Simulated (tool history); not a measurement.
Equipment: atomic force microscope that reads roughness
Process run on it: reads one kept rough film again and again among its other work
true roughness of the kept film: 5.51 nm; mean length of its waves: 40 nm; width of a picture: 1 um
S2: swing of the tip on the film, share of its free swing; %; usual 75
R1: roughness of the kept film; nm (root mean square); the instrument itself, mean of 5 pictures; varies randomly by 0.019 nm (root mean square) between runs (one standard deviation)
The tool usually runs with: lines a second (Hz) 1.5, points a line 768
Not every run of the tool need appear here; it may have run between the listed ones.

run 1 day=0 | lines_a_second_(Hz)=1.5 S2=75 points_a_line=768 | R1=4.721
run 2 day=1.146 | lines_a_second_(Hz)=1.5 S2=75 points_a_line=768 | R1=4.678
run 3 day=2.25 | lines_a_second_(Hz)=1.5 S2=75 points_a_line=768 | R1=4.712
run 4 day=3.117 | lines_a_second_(Hz)=0.95 S2=75 points_a_line=768 | R1=4.829
-- day=3.775 new tip fitted
run 5 day=4.75 | lines_a_second_(Hz)=0.95 S2=75 points_a_line=768 | R1=4.814
run 6 day=5.729 | lines_a_second_(Hz)=0.95 S2=75 points_a_line=768 | R1=4.784
run 7 day=6.458 | lines_a_second_(Hz)=0.95 S2=75 points_a_line=768 | R1=4.795
run 8 day=7.725 | lines_a_second_(Hz)=1.5 S2=75 points_a_line=645 | R1=4.651
-- day=8.467 new tip fitted
run 9 day=9.2 | lines_a_second_(Hz)=1.5 S2=75 points_a_line=645 | R1=4.703
run 10 day=10.796 | lines_a_second_(Hz)=1.04 S2=75 points_a_line=338 | R1=4.803
run 11 day=11.888 | lines_a_second_(Hz)=1.04 S2=75 points_a_line=338 | R1=4.763
-- day=13.183 new tip fitted
run 12 day=13.429 | lines_a_second_(Hz)=1.5 S2=75 points_a_line=832 | R1=4.701
run 13 day=14.7 | lines_a_second_(Hz)=1.5 S2=75 points_a_line=832 | R1=4.686
run 14 day=15.85 | lines_a_second_(Hz)=1.18 S2=58 points_a_line=768 | R1=4.907
run 15 day=16.629 | lines_a_second_(Hz)=1.88 S2=60 points_a_line=550 | R1=4.812
run 16 day=17.604 | lines_a_second_(Hz)=1.5 S2=63 points_a_line=930 | R1=4.859
-- day=17.917 new tip fitted
run 17 day=18.825 | lines_a_second_(Hz)=1.29 S2=63 points_a_line=272 | R1=4.855
run 18 day=20.054 | lines_a_second_(Hz)=0.98 S2=89 points_a_line=768 | R1=4.61

4 options for the next run, each taken on its own from the tool as it stands now. Forecast them:
run A day=21.212 | lines_a_second_(Hz)=3.53 S2=75 points_a_line=768 | R1=?
run B day=21.212 | lines_a_second_(Hz)=0.63 S2=80 points_a_line=768 | R1=?
run C day=21.212 | lines_a_second_(Hz)=0.98 S2=56 points_a_line=768 | R1=?
run D day=21.212 | lines_a_second_(Hz)=2.85 S2=87 points_a_line=768 | R1=?

run=A R1=4.291
run=B R1=4.836
run=C R1=4.937
run=D R1=4.024
Take away the tool's hidden state, keep each run's random variation, and the runs would have read:
run=A R1=4.296
run=B R1=4.841
run=C R1=4.942
run=D R1=4.028
